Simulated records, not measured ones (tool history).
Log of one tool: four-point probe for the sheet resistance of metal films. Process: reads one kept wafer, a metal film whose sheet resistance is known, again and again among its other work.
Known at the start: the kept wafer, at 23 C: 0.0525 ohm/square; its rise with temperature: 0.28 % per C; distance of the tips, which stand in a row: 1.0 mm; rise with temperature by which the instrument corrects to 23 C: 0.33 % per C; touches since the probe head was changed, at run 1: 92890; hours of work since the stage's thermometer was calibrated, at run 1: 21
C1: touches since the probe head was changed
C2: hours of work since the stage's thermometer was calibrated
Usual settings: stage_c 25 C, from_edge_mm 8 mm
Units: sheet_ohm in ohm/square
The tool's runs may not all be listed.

Run 1, hour 0.0: usual settings; C1 92890; C2 21. Result: sheet_ohm 0.053261 ohm/square.
Run 2, hour 21.9: usual settings; C1 93972; C2 34. Result: sheet_ohm 0.053272 ohm/square.
Run 3, hour 32.3: usual settings but stage_c 29 C; C1 94483; C2 40. Result: sheet_ohm 0.053173 ohm/square.
Run 4, hour 51.4: usual settings but stage_c 27 C; C1 95426; C2 51. Result: sheet_ohm 0.053220 ohm/square.
Run 5, hour 64.8: usual settings but stage_c 27 C; C1 96088; C2 59. Result: sheet_ohm 0.053228 ohm/square.
Run 6, hour 84.4: usual settings but stage_c 27 C; C1 97054; C2 70. Result: sheet_ohm 0.053217 ohm/square.
Run 7, hour 101.2: usual settings but stage_c 27 C; C1 97880; C2 80. Result: sheet_ohm 0.053247 ohm/square.
Run 8, hour 113.8: usual settings but from_edge_mm 3 mm; C1 98501; C2 87. Result: sheet_ohm 0.055824 ohm/square.
Run 9, hour 123.8: usual settings but from_edge_mm 3 mm; C1 98997; C2 93. Result: sheet_ohm 0.055808 ohm/square.

The next listed run, before its measurement:
Run 10, hour 136.0: usual settings but from_edge_mm 30 mm; C1 99595; C2 100. Result: sheet_ohm ?.

sheet_ohm: 0.052885 ohm/square
Without the tool's hidden state the same run would have given sheet_ohm 0.052496 ohm/square.
